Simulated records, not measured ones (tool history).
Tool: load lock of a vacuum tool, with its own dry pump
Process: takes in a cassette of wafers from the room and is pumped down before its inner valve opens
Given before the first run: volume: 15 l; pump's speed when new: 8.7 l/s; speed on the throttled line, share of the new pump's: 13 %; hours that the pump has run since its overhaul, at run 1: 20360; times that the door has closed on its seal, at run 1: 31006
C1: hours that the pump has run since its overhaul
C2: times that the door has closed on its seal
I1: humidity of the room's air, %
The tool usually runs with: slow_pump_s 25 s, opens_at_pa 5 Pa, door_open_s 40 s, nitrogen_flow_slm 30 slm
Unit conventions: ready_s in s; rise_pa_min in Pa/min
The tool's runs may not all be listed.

{"run": 1, "hour": 0.0, "slow_pump_s": 25, "opens_at_pa": 5, "door_open_s": 40, "nitrogen_flow_slm": 30, "C1": 20360, "C2": 31006, "I1": 46.9, "ready_s": 43.6, "rise_pa_min": 0.36}
{"run": 2, "hour": 613.1, "slow_pump_s": 25, "opens_at_pa": 5, "door_open_s": 40, "nitrogen_flow_slm": 30, "C1": 20974, "C2": 32540, "I1": 46.5, "ready_s": 44.9, "rise_pa_min": 0.387}
{"run": 3, "hour": 928.5, "slow_pump_s": 25, "opens_at_pa": 5, "door_open_s": 40, "nitrogen_flow_slm": 30, "C1": 21289, "C2": 33329, "I1": 44.3, "ready_s": 44.4, "rise_pa_min": 0.407}
{"run": 4, "hour": 1541.4, "slow_pump_s": 25, "opens_at_pa": 5, "door_open_s": 40, "nitrogen_flow_slm": 10, "C1": 21902, "C2": 34863, "I1": 46.7, "ready_s": 44.8, "rise_pa_min": 0.452}
{"run": 5, "hour": 2052.6, "slow_pump_s": 25, "opens_at_pa": 5, "door_open_s": 40, "nitrogen_flow_slm": 10, "C1": 22413, "C2": 36141, "I1": 45.7, "ready_s": 44.6, "rise_pa_min": 0.483}
{"run": 6, "hour": 2566.9, "slow_pump_s": 25, "opens_at_pa": 5, "door_open_s": 31, "nitrogen_flow_slm": 10, "C1": 22927, "C2": 37428, "I1": 43.2, "ready_s": 44.6, "rise_pa_min": 0.498}
{"hour": 3157.4, "done": "dry pump taken out, an overhauled one fitted"}
{"run": 7, "hour": 3224.9, "slow_pump_s": 25, "opens_at_pa": 5, "door_open_s": 31, "nitrogen_flow_slm": 10, "C1": 67, "C2": 39059, "I1": 45.9, "ready_s": 38.9, "rise_pa_min": 0.54}
{"run": 8, "hour": 3613.6, "slow_pump_s": 25, "opens_at_pa": 5, "door_open_s": 31, "nitrogen_flow_slm": 10, "C1": 456, "C2": 40032, "I1": 45.3, "ready_s": 39.7, "rise_pa_min": 0.554}
{"run": 9, "hour": 4164.2, "slow_pump_s": 25, "opens_at_pa": 5, "door_open_s": 31, "nitrogen_flow_slm": 10, "C1": 1007, "C2": 41409, "I1": 45.3, "ready_s": 39.1, "rise_pa_min": 0.575}
{"run": 10, "hour": 4588.6, "slow_pump_s": 25, "opens_at_pa": 5, "door_open_s": 26, "nitrogen_flow_slm": 30, "C1": 1431, "C2": 42471, "I1": 46.7, "ready_s": 39.9, "rise_pa_min": 0.577}
{"run": 11, "hour": 4991.0, "slow_pump_s": 25, "opens_at_pa": 5, "door_open_s": 40, "nitrogen_flow_slm": 43, "C1": 1834, "C2": 43478, "I1": 46.9, "ready_s": 39.2, "rise_pa_min": 0.606}
{"run": 12, "hour": 5407.2, "slow_pump_s": 25, "opens_at_pa": 5, "door_open_s": 40, "nitrogen_flow_slm": 43, "C1": 2250, "C2": 44519, "I1": 44.1, "ready_s": 40, "rise_pa_min": 0.619}
{"run": 13, "hour": 5760.3, "slow_pump_s": 25, "opens_at_pa": 5, "door_open_s": 40, "nitrogen_flow_slm": 43, "C1": 2603, "C2": 45403, "I1": 43.7, "ready_s": 39.1, "rise_pa_min": 0.652}
{"run": 14, "hour": 6326.4, "slow_pump_s": 25, "opens_at_pa": 5, "door_open_s": 40, "nitrogen_flow_slm": 43, "C1": 3169, "C2": 46819, "I1": 46.9, "ready_s": 39.6, "rise_pa_min": 0.683}
{"run": 15, "hour": 6903.7, "slow_pump_s": 25, "opens_at_pa": 5, "door_open_s": 40, "nitrogen_flow_slm": 43, "C1": 3746, "C2": 48263, "I1": 41.8, "ready_s": 39.8, "rise_pa_min": 0.709}
{"hour": 6952.3, "done": "door's seal changed, seat wiped"}
{"run": 16, "hour": 7286.9, "slow_pump_s": 25, "opens_at_pa": 5, "door_open_s": 40, "nitrogen_flow_slm": 43, "C1": 4128, "C2": 837, "I1": 43.8, "ready_s": 40.1, "rise_pa_min": 0.027}
{"run": 17, "hour": 7837.4, "slow_pump_s": 25, "opens_at_pa": 5, "door_open_s": 40, "nitrogen_flow_slm": 43, "C1": 4678, "C2": 2214, "I1": 44.3, "ready_s": 39.9, "rise_pa_min": 0.035}
{"run": 18, "hour": 8190.1, "slow_pump_s": 25, "opens_at_pa": 5, "door_open_s": 40, "nitrogen_flow_slm": 30, "C1": 5031, "C2": 3097, "I1": 45.1, "ready_s": 40.7, "rise_pa_min": 0.043}
{"run": 19, "hour": 8540.9, "slow_pump_s": 26, "opens_at_pa": 10, "door_open_s": 34, "nitrogen_flow_slm": 34, "C1": 5382, "C2": 3974, "I1": 43.2, "ready_s": 39.4, "rise_pa_min": 0.042}
{"run": 20, "hour": 8945.8, "slow_pump_s": 25, "opens_at_pa": 5, "door_open_s": 237, "nitrogen_flow_slm": 30, "C1": 5787, "C2": 4987, "I1": 45.5, "ready_s": 40.5, "rise_pa_min": 0.096}
{"run": 21, "hour": 9449.7, "slow_pump_s": 25, "opens_at_pa": 5, "door_open_s": 33, "nitrogen_flow_slm": 34, "C1": 6291, "C2": 6248, "I1": 45.7, "ready_s": 39.4, "rise_pa_min": 0.06}
{"run": 22, "hour": 9771.1, "slow_pump_s": 22, "opens_at_pa": 5, "door_open_s": 73, "nitrogen_flow_slm": 30, "C1": 6612, "C2": 7052, "I1": 47.4, "ready_s": 37.5, "rise_pa_min": 0.087}
{"run": 23, "hour": 10315.9, "slow_pump_s": 32, "opens_at_pa": 5, "door_open_s": 35, "nitrogen_flow_slm": 16, "C1": 7157, "C2": 8415, "I1": 46.1, "ready_s": 45.6, "rise_pa_min": 0.091}
{"run": 24, "hour": 10599.5, "slow_pump_s": 25, "opens_at_pa": 6, "door_open_s": 75, "nitrogen_flow_slm": 18, "C1": 7441, "C2": 9125, "I1": 42.1, "ready_s": 40, "rise_pa_min": 0.101}
{"run": 25, "hour": 10918.2, "slow_pump_s": 14, "opens_at_pa": 6, "door_open_s": 70, "nitrogen_flow_slm": 18, "C1": 7759, "C2": 9922, "I1": 45.3, "ready_s": 30.4, "rise_pa_min": 0.113}
{"run": 26, "hour": 11410.5, "slow_pump_s": 25, "opens_at_pa": 5, "door_open_s": 40, "nitrogen_flow_slm": 41, "C1": 8252, "C2": 11154, "I1": 45.7, "ready_s": 40.5, "rise_pa_min": 0.098}
{"run": 27, "hour": 11986.6, "slow_pump_s": 25, "opens_at_pa": 5, "door_open_s": 40, "nitrogen_flow_slm": 41, "C1": 8828, "C2": 12595, "I1": 47.6, "ready_s": 40.3, "rise_pa_min": 0.112}
{"run": 28, "hour": 12328.6, "slow_pump_s": 25, "opens_at_pa": 7, "door_open_s": 40, "nitrogen_flow_slm": 33, "C1": 9170, "C2": 13450, "I1": 44.6, "ready_s": 39.7, "rise_pa_min": 0.114}
{"run": 29, "hour": 12916.9, "slow_pump_s": 25, "opens_at_pa": 7, "door_open_s": 29, "nitrogen_flow_slm": 33, "C1": 9758, "C2": 14922, "I1": 44.9, "ready_s": 40, "rise_pa_min": 0.131}
{"run": 30, "hour": 13505.8, "slow_pump_s": 28, "opens_at_pa": 6, "door_open_s": 120, "nitrogen_flow_slm": 33, "C1": 10347, "C2": 16396, "I1": 42.5, "ready_s": 43.2, "rise_pa_min": 0.162}
{"run": 31, "hour": 14151.2, "slow_pump_s": 28, "opens_at_pa": 6, "door_open_s": 120, "nitrogen_flow_slm": 33, "C1": 10992, "C2": 18010, "I1": 46.5, "ready_s": 43.5, "rise_pa_min": 0.192}
{"run": 32, "hour": 14707.5, "slow_pump_s": 28, "opens_at_pa": 6, "door_open_s": 120, "nitrogen_flow_slm": 33, "C1": 11549, "C2": 19402, "I1": 44.8, "ready_s": 42.2, "rise_pa_min": 0.204}
{"run": 33, "hour": 15060.3, "slow_pump_s": 45, "opens_at_pa": 8, "door_open_s": 126, "nitrogen_flow_slm": 33, "C1": 11901, "C2": 20285, "I1": 43, "ready_s": 57.2, "rise_pa_min": 0.21}
{"run": 34, "hour": 15597.6, "slow_pump_s": 34, "opens_at_pa": 6, "door_open_s": 72, "nitrogen_flow_slm": 6, "C1": 12439, "C2": 21629, "I1": 42.5, "ready_s": 48.8, "rise_pa_min": 0.271}
{"run": 35, "hour": 16238.1, "slow_pump_s": 34, "opens_at_pa": 6, "door_open_s": 72, "nitrogen_flow_slm": 6, "C1": 13079, "C2": 23231, "I1": 45.4, "ready_s": 48.8, "rise_pa_min": 0.296}
{"run": 36, "hour": 16855.1, "slow_pump_s": 15, "opens_at_pa": 5, "door_open_s": 72, "nitrogen_flow_slm": 6, "C1": 13696, "C2": 24775, "I1": 45.3, "ready_s": 33.3, "rise_pa_min": 0.316}

How the hidden state differs across the entries between the runs, from the last listed run before each to the first after it:
Between runs 6 and 7: dry pump taken out, an overhauled one fitted (hour 3157.4)
  pump's speed, % of a new pump's: 71.7 -> 100.4; leak at the door's seal, Pa l/s: 0.1147 -> 0.1235
  measured result minus the result with no hidden state, ready_s: +5.8 -> -0.1 s; rise_pa_min: +0.449 -> +0.483 Pa/min
Between runs 15 and 16: door's seal changed, seat wiped (hour 6952.3)
  pump's speed, % of a new pump's: 96.3 -> 95.9; leak at the door's seal, Pa l/s: 0.1744 -> 0.0021
  measured result minus the result with no hidden state, ready_s: +0.5 -> +0.6 s; rise_pa_min: +0.687 -> +0 Pa/min
